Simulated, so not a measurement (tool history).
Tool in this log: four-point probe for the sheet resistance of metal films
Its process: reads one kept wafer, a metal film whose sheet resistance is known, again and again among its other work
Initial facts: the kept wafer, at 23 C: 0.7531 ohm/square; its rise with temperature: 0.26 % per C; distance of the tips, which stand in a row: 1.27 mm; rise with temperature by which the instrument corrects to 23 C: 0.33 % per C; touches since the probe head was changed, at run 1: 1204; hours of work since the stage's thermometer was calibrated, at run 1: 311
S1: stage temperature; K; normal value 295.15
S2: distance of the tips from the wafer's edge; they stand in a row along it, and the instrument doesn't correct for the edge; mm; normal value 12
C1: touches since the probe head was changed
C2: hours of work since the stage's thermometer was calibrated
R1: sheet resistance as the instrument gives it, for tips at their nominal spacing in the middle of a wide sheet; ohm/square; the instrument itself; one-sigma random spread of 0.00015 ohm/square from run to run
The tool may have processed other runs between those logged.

run,hour,S1,S2,C1,C2,R1
1,0,295.15,12,1204,311,0.756816
2,15.3,295.15,12,1469,321,0.756689
3,29.7,295.15,12,1719,330,0.75653
4,47.3,295.15,12,2024,341,0.756363
5,63.4,295.15,12,2305,351,0.756204
6,72.5,295.15,9,2461,357,0.760149
7,87.1,295.15,9,2714,366,0.75985
8,97.8,295.15,12,2901,373,0.756501
9,112.2,292.15,12,3150,382,0.757947
10,127.8,292.15,12,3421,392,0.757841
11,140.6,295.15,5,3642,400,0.777168
12,150.1,297.15,5,3807,406,0.775629
13,160,299.15,23,3978,412,0.750726
14,168.2,299.15,23,4122,417,0.750943
15,184.2,295.15,3,4398,428,0.817197
16,193.5,295.15,3,4561,433,0.81715
17,206.8,301.15,12,4791,442,0.752699
18,221.5,301.15,12,5046,451,0.752923
19,239.8,305.15,7,5363,463,0.759207
20,253.4,301.15,71,5599,471,0.748393
21,263.3,291.15,14,5771,478,0.756579
22,272.1,291.15,14,5923,483,0.757049
23,290.3,292.15,4,6239,495,0.791543

How would selected steps in R1 from run to run divide? Give the signed amount a tool lacking its hidden state would still show from settings, what came in and random variation, and the signed amount left for the hidden state, including any gauge scatter that is not in both of the compared results.
What the log doesn't record here: inner tips' distance over the nominal, %; tips' flats over new ones', %; wafer's true temperature over the reading, C; drift of the gauge itself on sheet_ohm, %.
Run 14 -> 15: S1 299.15 -> 295.15, S2 23 -> 3. R1 +0.066254 ohm/square: hidden state -0.000213, all else +0.066467.
Run 16 -> 17: S1 295.15 -> 301.15, S2 3 -> 12. R1 -0.064451 ohm/square: hidden state +0.000125, all else -0.064576.
Run 22 -> 23: S1 291.15 -> 292.15, S2 14 -> 4. R1 +0.034494 ohm/square: hidden state -0.000148, all else +0.034642.
